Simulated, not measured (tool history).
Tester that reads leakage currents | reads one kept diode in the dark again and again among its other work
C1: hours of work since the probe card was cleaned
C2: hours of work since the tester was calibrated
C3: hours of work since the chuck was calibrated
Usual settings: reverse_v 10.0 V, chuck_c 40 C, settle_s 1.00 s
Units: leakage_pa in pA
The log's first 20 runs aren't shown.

run 21 hour=3311.3 | reverse_v=10.0 chuck_c=44 settle_s=1.00 | C1=351 C2=3027 C3=820 | leakage_pa=362.79
run 22 hour=3524.8 | reverse_v=7.4 chuck_c=46 settle_s=0.44 | C1=519 C2=3195 C3=989 | leakage_pa=359.12
run 23 hour=3615.4 | reverse_v=10.4 chuck_c=49 settle_s=2.17 | C1=590 C2=3266 C3=1060 | leakage_pa=528.60
-- hour=3673.1 chuck's temperature calibrated
run 24 hour=3709.2 | reverse_v=10.7 chuck_c=24 settle_s=0.55 | C1=663 C2=3339 C3=28 | leakage_pa=94.03
run 25 hour=3925.0 | reverse_v=10.0 chuck_c=55 settle_s=0.65 | C1=833 C2=3509 C3=198 | leakage_pa=734.96
run 26 hour=4068.8 | reverse_v=10.0 chuck_c=53 settle_s=0.78 | C1=946 C2=3622 C3=312 | leakage_pa=654.01
run 27 hour=4283.6 | reverse_v=10.0 chuck_c=40 settle_s=2.39 | C1=1115 C2=3791 C3=481 | leakage_pa=281.67
run 28 hour=4496.1 | reverse_v=7.3 chuck_c=20 settle_s=4.39 | C1=1282 C2=3958 C3=648 | leakage_pa=60.63
-- hour=4703.1 tester calibrated
run 29 hour=4712.1 | reverse_v=7.3 chuck_c=28 settle_s=4.39 | C1=1451 C2=7 C3=817 | leakage_pa=106.84
run 30 hour=4912.8 | reverse_v=8.2 chuck_c=20 settle_s=0.66 | C1=1609 C2=165 C3=975 | leakage_pa=72.32
-- hour=5088.3 chuck's temperature calibrated
run 31 hour=5103.9 | reverse_v=6.2 chuck_c=55 settle_s=4.04 | C1=1758 C2=314 C3=12 | leakage_pa=567.65
-- hour=5126.5 probe card cleaned and baked
run 32 hour=5278.9 | reverse_v=1.6 chuck_c=55 settle_s=7.77 | C1=120 C2=449 C3=148 | leakage_pa=262.53
run 33 hour=5419.6 | reverse_v=17.2 chuck_c=40 settle_s=0.41 | C1=231 C2=560 C3=258 | leakage_pa=373.75
run 34 hour=5538.7 | reverse_v=17.2 chuck_c=40 settle_s=0.41 | C1=325 C2=654 C3=352 | leakage_pa=378.12
run 35 hour=5743.6 | reverse_v=7.2 chuck_c=36 settle_s=0.38 | C1=486 C2=815 C3=514 | leakage_pa=175.24
run 36 hour=5903.0 | reverse_v=4.1 chuck_c=29 settle_s=1.00 | C1=611 C2=941 C3=639 | leakage_pa=76.54
run 37 hour=6099.5 | reverse_v=4.1 chuck_c=29 settle_s=1.00 | C1=766 C2=1096 C3=794 | leakage_pa=78.28
run 38 hour=6221.7 | reverse_v=8.2 chuck_c=40 settle_s=1.48 | C1=862 C2=1192 C3=890 | leakage_pa=253.72

4 ways to go on from here, each from the tool as it stands after run 38. What would each give?
run A hour=6344.6 | reverse_v=10.0 chuck_c=40 settle_s=0.82 | C1=959 C2=1289 C3=987 | leakage_pa=?
run B hour=6344.6 | reverse_v=1.8 chuck_c=40 settle_s=1.48 | C1=959 C2=1289 C3=987 | leakage_pa=?
run C hour=6344.6 | reverse_v=8.2 chuck_c=27 settle_s=1.48 | C1=959 C2=1289 C3=987 | leakage_pa=?
run D hour=6344.6 | reverse_v=1.5 chuck_c=33 settle_s=5.26 | C1=959 C2=1289 C3=987 | leakage_pa=?

run=A leakage_pa=289.50
run=B leakage_pa=107.87
run=C leakage_pa=104.61
run=D leakage_pa=58.89
Without the tool's hidden state the same runs would have given:
run=A leakage_pa=262.58
run=B leakage_pa=99.91
run=C leakage_pa=89.44
run=D leakage_pa=53.83

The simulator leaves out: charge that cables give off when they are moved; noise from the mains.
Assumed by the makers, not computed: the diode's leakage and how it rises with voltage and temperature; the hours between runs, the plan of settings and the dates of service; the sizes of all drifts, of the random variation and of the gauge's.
